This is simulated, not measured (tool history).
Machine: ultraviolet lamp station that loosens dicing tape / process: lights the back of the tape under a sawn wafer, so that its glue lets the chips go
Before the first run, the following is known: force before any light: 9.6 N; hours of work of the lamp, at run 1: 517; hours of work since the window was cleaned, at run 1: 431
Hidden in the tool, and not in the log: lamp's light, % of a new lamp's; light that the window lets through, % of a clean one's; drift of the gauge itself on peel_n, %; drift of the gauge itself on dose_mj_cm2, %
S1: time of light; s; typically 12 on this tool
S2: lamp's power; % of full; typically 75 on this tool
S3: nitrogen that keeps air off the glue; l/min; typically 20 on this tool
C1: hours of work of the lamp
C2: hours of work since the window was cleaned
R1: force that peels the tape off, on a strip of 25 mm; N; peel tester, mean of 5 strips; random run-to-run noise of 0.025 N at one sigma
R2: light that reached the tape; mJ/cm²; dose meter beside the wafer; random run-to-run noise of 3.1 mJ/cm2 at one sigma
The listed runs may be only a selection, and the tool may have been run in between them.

run,day,S1,S2,S3,C1,C2,R1,R2
1,0.000,12,75,20,517,431,1.219,479
# day 1.225: window cleaned of glue's vapour
2,1.258,12,75,20,540,1,1.225,478
3,1.971,12,75,20,553,14,1.239,484
4,2.608,12,75,20,566,26,1.195,479
5,3.533,12,65,20,583,44,1.622,410
6,4.175,12,68,20,595,56,1.517,440
7,5.638,12,68,20,623,84,1.499,438
8,6.804,12,68,20,645,106,1.535,440
9,8.325,12,68,20,674,134,1.444,439
10,9.292,12,75,20,692,153,1.265,474
11,10.054,12,76,20,706,167,1.202,488
12,11.129,12,76,20,727,187,1.188,487
13,12.608,12,76,20,755,215,1.235,488
14,13.825,12,76,20,778,238,1.220,486
15,15.325,10,75,20,806,267,1.675,401
16,16.875,10,75,20,835,296,1.712,399
17,18.267,10,75,20,862,322,1.680,398
18,19.012,10,75,20,876,337,1.742,395
19,20.488,12,75,20,904,364,1.189,482
20,21.704,7,75,20,927,388,2.825,277
21,22.342,7,75,20,939,400,2.941,281
22,23.417,7,75,20,959,420,2.993,281
23,24.304,8,67,16,976,437,3.044,286
# day 25.221: window cleaned of glue's vapour
24,25.508,7,84,20,998,5,2.354,313
25,26.321,7,84,20,1014,21,2.452,315
26,27.429,12,99,20,1035,42,0.703,630
27,28.183,12,99,20,1049,56,0.699,630
28,29.333,10,96,17,1071,78,1.196,512
29,30.904,12,80,22,1101,108,1.006,514
30,32.400,10,66,10,1129,136,2.911,348
31,33.842,14,63,10,1156,163,1.948,469
32,34.625,7,83,28,1171,178,2.180,304
33,35.508,7,83,28,1188,195,2.243,309
34,37.025,17,94,28,1216,223,0.275,853
35,38.062,16,94,8,1236,243,0.811,795
36,39.308,12,81,14,1260,267,1.326,511
37,40.846,12,81,14,1289,296,1.342,519
38,42.112,12,81,14,1313,320,1.360,520
39,43.129,12,81,23,1332,339,0.991,518
40,43.779,16,77,11,1344,351,0.977,650
41,44.850,7,96,14,1364,371,2.445,361
42,46.425,9,93,35,1394,401,1.060,443
43,47.912,9,93,35,1422,429,1.035,445

Describe how what the log doesn't record of the tool's condition differs between the last listed run preceding each entry between runs and the first listed run following it.
Run 1 -> run 2: window cleaned of glue's vapour (day 1.225)
  light that the window lets through, % of a clean one's: 99.8 -> 100
Run 23 -> run 24: window cleaned of glue's vapour (day 25.221)
  light that the window lets through, % of a clean one's: 99.8 -> 100

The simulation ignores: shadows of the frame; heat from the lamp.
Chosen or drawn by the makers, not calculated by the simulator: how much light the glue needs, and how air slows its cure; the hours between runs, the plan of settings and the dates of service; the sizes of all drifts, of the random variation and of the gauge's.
